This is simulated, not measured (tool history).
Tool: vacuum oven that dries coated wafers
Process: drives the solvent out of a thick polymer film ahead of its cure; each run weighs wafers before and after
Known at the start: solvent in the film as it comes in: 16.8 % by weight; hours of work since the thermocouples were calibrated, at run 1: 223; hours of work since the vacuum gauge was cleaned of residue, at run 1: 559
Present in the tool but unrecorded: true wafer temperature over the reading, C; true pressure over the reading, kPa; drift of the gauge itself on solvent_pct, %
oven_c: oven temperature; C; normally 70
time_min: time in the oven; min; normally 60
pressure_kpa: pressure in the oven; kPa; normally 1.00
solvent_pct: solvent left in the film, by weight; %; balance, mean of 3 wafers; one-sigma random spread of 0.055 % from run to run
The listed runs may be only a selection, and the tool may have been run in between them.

run   hour  oven_c  time_min  pressure_kpa  hours of work since the thermocouples were calibrated  hours of work since the vacuum gauge was cleaned of residue  solvent_pct
  1    0.0      70        60          1.00                                                    223                                                          559         2.57
  2   32.3      70        60          1.00                                                    246                                                          582         2.78
  3   63.1      70        60          1.00                                                    268                                                          604         2.64
  4   84.9      70        60          0.50                                                    283                                                          619         2.26
  5  105.7      70        60          0.50                                                    298                                                          634         2.33
     110.5  -- vacuum gauge cleaned of residue and calibrated
  6  126.9      70        60          1.00                                                    312                                                           12         2.92
  7  147.5      70        60          1.00                                                    326                                                           26         2.80
  8  166.8      70        60          1.00                                                    340                                                           40         2.87
  9  186.2      80        54          1.00                                                    354                                                           54         1.14
 10  209.0      80        41          1.51                                                    370                                                           70         1.97
 11  229.4      64        37          1.61                                                    385                                                           85         7.62
 12  268.7      63       101          2.26                                                    413                                                          112         4.71
     280.9  -- vacuum gauge cleaned of residue and calibrated, once more
 13  299.0      56        35          2.25                                                    433                                                           13        10.90

Hidden state or all else? Some run-to-run changes of solvent_pct, split into what the settings, what came in and random variation would give without the hidden state, and what is left for the hidden state (with any gauge scatter that isn't in both results):
Run 12 -> 13: oven_c 63 -> 56, time_min 101 -> 35, pressure_kpa 2.26 -> 2.25, vacuum gauge cleaned of residue and calibrated, once more. solvent_pct +6.19 %: hidden state -0.44, all else +6.63.
